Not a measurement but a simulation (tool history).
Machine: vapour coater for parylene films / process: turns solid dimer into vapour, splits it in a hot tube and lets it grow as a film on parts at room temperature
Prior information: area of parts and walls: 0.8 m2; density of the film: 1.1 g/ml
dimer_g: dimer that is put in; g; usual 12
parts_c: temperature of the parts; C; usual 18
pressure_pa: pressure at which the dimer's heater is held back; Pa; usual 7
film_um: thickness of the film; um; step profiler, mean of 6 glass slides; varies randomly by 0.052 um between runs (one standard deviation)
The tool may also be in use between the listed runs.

Run 1, hour 0: usual settings. Result: film_um 7.77 um.
Run 2, hour 19.1: usual settings. Result: film_um 7.77 um.
Run 3, hour 52.1: usual settings. Result: film_um 7.75 um.
Run 4, hour 73: usual settings. Result: film_um 7.77 um.
Run 5, hour 93.5: usual settings. Result: film_um 7.82 um.
Run 6, hour 126.2: usual settings. Result: film_um 7.73 um.
Run 7, hour 145.4: usual settings. Result: film_um 7.77 um.
Run 8, hour 173.2: usual settings. Result: film_um 7.72 um.
Run 9, hour 192.1: usual settings but pressure_pa 7.63 Pa. Result: film_um 7.52 um.
At hour 202.1: trap's valve overhauled.
Run 10, hour 227.5: usual settings but pressure_pa 7.63 Pa. Result: film_um 7.56 um.
Run 11, hour 247.8: usual settings but dimer_g 19 g. Result: film_um 12.26 um.
Run 12, hour 279.1: usual settings but dimer_g 19 g. Result: film_um 12.31 um.
Run 13, hour 314.4: usual settings but dimer_g 19 g. Result: film_um 12.28 um.
Run 14, hour 346.2: usual settings but dimer_g 19 g. Result: film_um 12.28 um.
Run 15, hour 366.2: usual settings. Result: film_um 7.73 um.
Run 16, hour 398.5: usual settings. Result: film_um 7.72 um.
Run 17, hour 433.1: usual settings. Result: film_um 7.66 um.
Run 18, hour 459.4: usual settings but parts_c 25 C. Result: film_um 6.8 um.
Run 19, hour 477.6: usual settings but parts_c 25 C. Result: film_um 6.87 um.
Run 20, hour 508.2: usual settings but dimer_g 20 g. Result: film_um 12.94 um.
Run 21, hour 533.9: usual settings. Result: film_um 7.73 um.
Run 22, hour 570.2: usual settings. Result: film_um 7.78 um.
Run 23, hour 586.3: usual settings. Result: film_um 7.68 um.
At hour 601.1: trap's valve overhauled.
Run 24, hour 612.7: usual settings. Result: film_um 7.81 um.
Run 25, hour 636.3: usual settings but dimer_g 18 g, parts_c 16 C, pressure_pa 4.48 Pa. Result: film_um 13.38 um.
Run 26, hour 653.2: usual settings but dimer_g 11 g, parts_c 22 C, pressure_pa 11 Pa. Result: film_um 5.98 um.
Run 27, hour 669.5: usual settings but dimer_g 11 g, parts_c 12 C, pressure_pa 8.97 Pa. Result: film_um 7.37 um.
Run 28, hour 703.2: usual settings but dimer_g 8 g, parts_c 22 C, pressure_pa 3.27 Pa. Result: film_um 5.84 um.
Run 29, hour 731.3: usual settings but parts_c 14 C. Result: film_um 8.35 um.
Run 30, hour 763.1: usual settings but dimer_g 8 g, pressure_pa 2.91 Pa. Result: film_um 6.45 um.
Run 31, hour 790.2: usual settings but dimer_g 8 g, parts_c 15 C, pressure_pa 2.91 Pa. Result: film_um 6.78 um.
Run 32, hour 807: usual settings but dimer_g 8 g, parts_c 15 C, pressure_pa 2.91 Pa. Result: film_um 6.8 um.
Run 33, hour 826.2: usual settings but dimer_g 22 g, parts_c 15 C, pressure_pa 4.56 Pa. Result: film_um 16.92 um.
Run 34, hour 856.6: usual settings but dimer_g 9 g, parts_c 15 C, pressure_pa 4.56 Pa. Result: film_um 6.76 um.
Run 35, hour 882.6: usual settings but dimer_g 5 g, pressure_pa 2.67 Pa. Result: film_um 4.12 um.
Run 36, hour 898.1: usual settings but dimer_g 14 g, parts_c 21 C, pressure_pa 7.68 Pa. Result: film_um 8.36 um.
Run 37, hour 915: usual settings but dimer_g 17 g, parts_c 13 C, pressure_pa 9.85 Pa. Result: film_um 10.81 um.
Run 38, hour 933.5: usual settings but parts_c 12 C. Result: film_um 8.51 um.
Run 39, hour 968.7: usual settings but dimer_g 10 g, parts_c 15 C. Result: film_um 6.76 um.
At hour 1002.5: trap's valve overhauled.
Run 40, hour 1005.4: usual settings but dimer_g 9 g, parts_c 10 C, pressure_pa 2.95 Pa. Result: film_um 8.24 um.
Run 41, hour 1032.5: usual settings but parts_c 20 C, pressure_pa 11.19 Pa. Result: film_um 6.63 um.
Run 42, hour 1060.5: usual settings but dimer_g 18 g, parts_c 20 C, pressure_pa 8.1 Pa. Result: film_um 10.89 um.
Run 43, hour 1076.5: usual settings but dimer_g 5 g, parts_c 25 C, pressure_pa 8.1 Pa. Result: film_um 2.75 um.
Run 44, hour 1102.7: usual settings but dimer_g 5 g, parts_c 25 C, pressure_pa 8.1 Pa. Result: film_um 2.74 um.
Run 45, hour 1118.8: usual settings but dimer_g 5 g, parts_c 25 C, pressure_pa 2.58 Pa. Result: film_um 3.67 um.
Run 46, hour 1140.9: usual settings but dimer_g 15 g, parts_c 21 C, pressure_pa 4.22 Pa. Result: film_um 10.39 um.
Run 47, hour 1166.7: usual settings but dimer_g 5 g, parts_c 28 C, pressure_pa 3.53 Pa. Result: film_um 3.25 um.

Branching from run 47: 4 alternative next runs. What would each branch give?
Run A, hour 1181.3: usual settings but parts_c 13 C, pressure_pa 4.91 Pa. Result: film_um ?.
Run B, hour 1181.3: usual settings but dimer_g 7 g, parts_c 19 C. Result: film_um ?.
Run C, hour 1181.3: usual settings but dimer_g 18 g. Result: film_um ?.
Run D, hour 1181.3: usual settings but dimer_g 9 g. Result: film_um ?.

run  film_um
  A     9.18
  B     4.45
  C     11.6
  D     5.84
Without the tool's hidden state the same runs would have given:
run  film_um
  A      9.2
  B     4.46
  C    11.63
  D     5.86
